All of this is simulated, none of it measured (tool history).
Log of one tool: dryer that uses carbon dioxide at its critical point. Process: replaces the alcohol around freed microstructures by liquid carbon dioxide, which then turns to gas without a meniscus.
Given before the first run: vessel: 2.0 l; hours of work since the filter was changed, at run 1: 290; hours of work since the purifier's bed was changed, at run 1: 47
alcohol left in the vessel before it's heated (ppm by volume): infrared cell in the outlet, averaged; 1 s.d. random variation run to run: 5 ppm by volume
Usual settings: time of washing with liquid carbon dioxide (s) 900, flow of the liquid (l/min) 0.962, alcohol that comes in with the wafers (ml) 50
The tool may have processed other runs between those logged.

| run | hour | time of washing with liquid carbon dioxide (s) | flow of the liquid (l/min) | alcohol that comes in with the wafers (ml) | hours of work since the filter was changed | hours of work since the purifier's bed was changed | alcohol left in the vessel before it's heated (ppm by volume) |
|---|---|---|---|---|---|---|---|
| 1 | 0 | 900 | 0.962 | 50 | 290 | 47 | 68 |
| 2 | 57.3 | 900 | 0.962 | 50 | 323 | 79 | 84 |
| 3 | 101.7 | 900 | 0.962 | 43 | 349 | 105 | 78 |
| 4 | 128.8 | 900 | 0.598 | 50 | 364 | 120 | 665 |
| 5 | 161.9 | 1260 | 0.598 | 50 | 383 | 139 | 174 |
| 6 | 191.8 | 1260 | 0.598 | 50 | 400 | 156 | 187 |
|  | 205.5 | inlet filter changed |
| 7 | 232.8 | 1260 | 0.598 | 50 | 16 | 179 | 137 |
| 8 | 278 | 900 | 1.262 | 50 | 41 | 205 | 42 |
| 9 | 308.4 | 900 | 0.835 | 50 | 59 | 223 | 150 |
| 10 | 365.6 | 900 | 0.835 | 50 | 92 | 255 | 147 |
| 11 | 406.3 | 900 | 0.835 | 50 | 115 | 279 | 168 |
| 12 | 452.8 | 900 | 0.835 | 50 | 142 | 305 | 162 |
| 13 | 479.1 | 900 | 0.835 | 50 | 157 | 320 | 155 |
| 14 | 518 | 900 | 0.835 | 50 | 179 | 342 | 181 |
| 15 | 573 | 900 | 0.835 | 50 | 210 | 374 | 192 |
| 16 | 602.4 | 900 | 0.827 | 50 | 227 | 391 | 196 |
| 17 | 657.7 | 900 | 0.92 | 50 | 259 | 422 | 147 |
| 18 | 689.8 | 1140 | 0.92 | 50 | 277 | 441 | 109 |
| 19 | 719.2 | 1140 | 0.92 | 50 | 294 | 458 | 94 |
| 20 | 778.9 | 1140 | 0.92 | 50 | 328 | 492 | 98 |
| 21 | 824.8 | 1140 | 0.92 | 50 | 355 | 518 | 114 |
| 22 | 869.8 | 900 | 0.962 | 50 | 380 | 544 | 161 |
| 23 | 911.3 | 900 | 0.962 | 50 | 404 | 568 | 177 |
|  | 917.1 | inlet filter changed |
| 24 | 959.9 | 900 | 0.962 | 50 | 25 | 595 | 147 |
| 25 | 1018.1 | 540 | 1.626 | 61 | 58 | 628 | 150 |
| 26 | 1051.6 | 540 | 0.823 | 50 | 77 | 647 | 1090 |
| 27 | 1100.2 | 1140 | 1.187 | 50 | 105 | 675 | 118 |
| 28 | 1129.9 | 600 | 0.83 | 50 | 122 | 692 | 790 |
| 29 | 1163.4 | 780 | 0.886 | 50 | 141 | 711 | 290 |
| 30 | 1200.9 | 660 | 0.909 | 25 | 162 | 733 | 286 |
|  | 1212.6 | purifier's bed changed |
| 31 | 1252.3 | 600 | 0.962 | 45 | 190 | 23 | 352 |
| 32 | 1289.2 | 720 | 1.409 | 50 | 211 | 44 | 32 |
| 33 | 1319.3 | 720 | 1.409 | 50 | 229 | 61 | 33 |
| 34 | 1352.4 | 720 | 1.409 | 50 | 247 | 80 | 40 |
| 35 | 1385.8 | 960 | 0.962 | 70 | 267 | 99 | 86 |
| 36 | 1413.3 | 600 | 1.043 | 32 | 282 | 115 | 210 |
| 37 | 1458.5 | 840 | 1.606 | 26 | 308 | 141 | 28 |
| 38 | 1483 | 1260 | 0.962 | 40 | 322 | 155 | 32 |
| 39 | 1529.2 | 660 | 0.591 | 50 | 349 | 181 | 1704 |
| 40 | 1580.4 | 960 | 1.532 | 25 | 378 | 211 | 39 |
| 41 | 1607.5 | 960 | 1.532 | 25 | 393 | 226 | 48 |
|  | 1632.6 | inlet filter changed |
| 42 | 1642.3 | 960 | 1.532 | 25 | 6 | 245 | 54 |
| 43 | 1695.5 | 1200 | 0.978 | 50 | 36 | 276 | 51 |
| 44 | 1720.7 | 1200 | 0.978 | 50 | 50 | 290 | 63 |
| 45 | 1775.3 | 1140 | 1.358 | 48 | 82 | 322 | 54 |
| 46 | 1834.5 | 1140 | 1.358 | 48 | 116 | 355 | 61 |
| 47 | 1875.2 | 1140 | 1.358 | 48 | 139 | 379 | 53 |
| 48 | 1915.5 | 660 | 1.358 | 48 | 162 | 402 | 104 |

Branching from run 48: 3 alternative next runs. What would each branch give?
| A | 1971 | 1440 | 1.41 | 111 | 194 | 434 | ? |
| B | 1971 | 1260 | 0.692 | 93 | 194 | 434 | ? |
| C | 1971 | 840 | 0.91 | 115 | 194 | 434 | ? |

| run | alcohol left in the vessel before it's heated (ppm by volume) |
|---|---|
| A | 66 |
| B | 175 |
| C | 340 |
With no hidden state in the tool, these same runs would have given:
| run | alcohol left in the vessel before it's heated (ppm by volume) |
|---|---|
| A | 0 |
| B | 78 |
| C | 210 |

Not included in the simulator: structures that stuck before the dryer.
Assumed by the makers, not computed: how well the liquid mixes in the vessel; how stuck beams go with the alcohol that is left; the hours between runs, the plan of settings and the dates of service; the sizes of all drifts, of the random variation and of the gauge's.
